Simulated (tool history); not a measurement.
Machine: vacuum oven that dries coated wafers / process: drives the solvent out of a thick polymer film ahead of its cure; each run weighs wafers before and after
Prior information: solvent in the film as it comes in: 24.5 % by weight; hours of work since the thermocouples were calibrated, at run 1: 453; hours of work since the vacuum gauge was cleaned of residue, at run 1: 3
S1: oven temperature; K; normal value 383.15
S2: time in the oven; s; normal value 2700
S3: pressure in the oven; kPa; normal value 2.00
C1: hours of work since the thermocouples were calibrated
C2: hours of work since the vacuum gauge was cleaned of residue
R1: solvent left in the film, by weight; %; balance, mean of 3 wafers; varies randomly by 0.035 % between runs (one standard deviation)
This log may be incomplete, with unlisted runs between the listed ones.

run,hour,S1,S2,S3,C1,C2,R1
1,0.0,383.15,2700,2.00,453,3,2.98
2,5.4,383.15,2700,2.00,456,6,2.92
3,12.0,383.15,2700,3.55,459,9,4.22
4,17.4,383.15,4620,2.00,462,12,1.89
5,29.5,383.15,4620,2.00,468,18,1.98
6,42.5,383.15,4620,2.00,475,25,1.98
7,48.1,383.15,4620,2.00,477,28,1.93
8,55.2,383.15,4620,2.00,481,31,2.02
9,64.4,383.15,1920,2.00,486,36,4.47
10,74.2,383.15,1920,2.00,491,41,4.49
11,85.2,383.15,1920,2.00,496,46,4.46
12,97.7,383.15,1920,2.00,503,53,4.50
13,107.4,383.15,4320,2.00,508,58,2.03
14,115.0,383.15,4320,2.00,511,62,2.03
15,122.5,383.15,4320,2.00,515,66,2.03
16,134.2,383.15,3120,2.00,521,71,2.60
17,141.2,383.15,2700,2.00,525,75,2.97
18,148.3,383.15,2700,2.00,528,79,3.04
19,160.2,383.15,2700,2.00,535,85,3.03
20,168.2,383.15,2700,2.00,539,89,2.97
21,176.3,383.15,2700,1.28,543,93,2.43
22,184.6,383.15,2700,1.28,547,97,2.38
23,196.1,383.15,2700,1.28,553,103,2.44
24,203.8,382.15,4800,1.51,557,107,1.67
25,210.8,392.15,2280,3.77,560,111,2.88
26,221.1,387.15,2280,3.29,566,116,3.49
27,230.1,380.15,2280,3.51,570,120,6.12
28,239.3,386.15,2700,2.53,575,125,2.78
29,251.2,386.15,2700,2.53,581,131,2.78
30,258.9,397.15,3720,5.69,585,135,3.27
31,265.2,383.15,2700,3.30,588,138,4.18
32,273.0,383.15,2700,3.30,592,142,4.18
33,284.1,383.15,2700,4.12,598,148,4.84
34,290.4,386.15,3660,1.70,601,151,1.63
35,301.5,377.15,3300,2.90,607,157,5.00
36,307.4,377.15,3300,2.90,610,160,5.09
37,314.2,377.15,3300,2.90,613,163,5.15
38,326.5,381.15,4380,3.57,619,170,3.92
39,334.7,390.15,3660,2.32,624,174,1.78
40,344.2,390.15,3660,2.32,628,179,1.78
41,350.5,376.15,1740,5.22,632,182,11.06
42,358.1,376.15,1740,5.22,636,186,11.06
43,368.6,391.15,3540,6.45,641,191,4.55
44,376.2,391.15,3540,5.93,645,195,4.15
45,384.0,387.15,2700,2.00,649,199,2.21

Measured result minus the same run's result without the hidden state. Both carry the same run-to-run variation, though not necessarily the same gauge scatter:
Hidden state present: true wafer temperature over the reading, C; true pressure over the reading, kPa; drift of the gauge itself on solvent_pct, %.
run,R1
1,+0.19
2,+0.19
3,+0.22
4,+0.08
5,+0.09
6,+0.08
7,+0.09
8,+0.08
9,+0.32
10,+0.32
11,+0.32
12,+0.32
13,+0.11
14,+0.12
15,+0.11
16,+0.20
17,+0.24
18,+0.25
19,+0.25
20,+0.25
21,+0.24
22,+0.24
23,+0.25
24,+0.12
25,+0.16
26,+0.24
27,+0.41
28,+0.21
29,+0.21
30,+0.11
31,+0.31
32,+0.31
33,+0.33
34,+0.13
35,+0.41
36,+0.41
37,+0.41
38,+0.25
39,+0.11
40,+0.11
41,+0.58
42,+0.59
43,+0.20
44,+0.20
45,+0.22

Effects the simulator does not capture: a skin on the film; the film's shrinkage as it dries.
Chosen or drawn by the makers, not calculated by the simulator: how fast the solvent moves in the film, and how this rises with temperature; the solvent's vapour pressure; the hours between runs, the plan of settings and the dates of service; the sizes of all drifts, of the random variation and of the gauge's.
